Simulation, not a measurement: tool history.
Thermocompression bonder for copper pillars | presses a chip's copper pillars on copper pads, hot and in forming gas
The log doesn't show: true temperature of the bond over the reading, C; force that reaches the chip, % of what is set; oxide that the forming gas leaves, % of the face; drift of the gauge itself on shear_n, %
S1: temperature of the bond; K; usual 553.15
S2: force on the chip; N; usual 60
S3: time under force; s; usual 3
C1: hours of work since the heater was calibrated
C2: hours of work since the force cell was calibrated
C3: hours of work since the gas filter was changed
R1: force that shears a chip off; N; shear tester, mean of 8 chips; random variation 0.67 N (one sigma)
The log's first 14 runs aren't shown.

run	hour	S1	S2	S3	C1	C2	C3	R1
15	788.8	553.15	60	3	124	980	29	55.2
16	834.8	553.15	60	3	146	1003	51	56.2
17	872.8	553.15	60	3	165	1021	70	54
18	929.2	553.15	60	3	192	1049	97	55.9
19	1015	553.15	60	3	234	1090	139	55
20	1074.3	553.15	60	3	263	1119	167	54.6
21	1138.5	553.15	60	3	294	1150	199	53.9
22	1191.4	553.15	45	3	320	1176	224	41
23	1275.9	553.15	49	7	361	1217	265	60
24	1337	578.15	68	3	390	1247	295	83.5
# hour 1381: forming gas filter changed
25	1381	553.15	65	2	411	1268	0	53
26	1429.4	553.15	65	2	435	1291	24	52.4
# hour 1473.6: force cell calibrated
27	1491.8	553.15	65	2	465	9	53	56.7
28	1577.4	553.15	65	2	506	50	95	56.4
29	1614.2	533.15	77	5	524	68	112	68
# hour 1643.7: heater calibrated with a thermocouple chip
30	1660.9	533.15	77	5	8	90	134	62.6
31	1698.5	547.15	43	5	27	108	153	44.9
32	1756	571.15	72	2	55	136	180	73.2
33	1839.6	571.15	72	2	95	177	221	72.3
34	1912.9	526.15	51	5	131	212	257	35.3
35	1992.2	526.15	51	5	169	251	295	35.3

The next listed run, before its measurement:
# hour 2038.3: forming gas filter changed
36	2071.7	526.15	51	5	208	289	16	?

Run 36 gave R1 38 N.
Without the tool's hidden state the same run would have given R1 38.3 N.
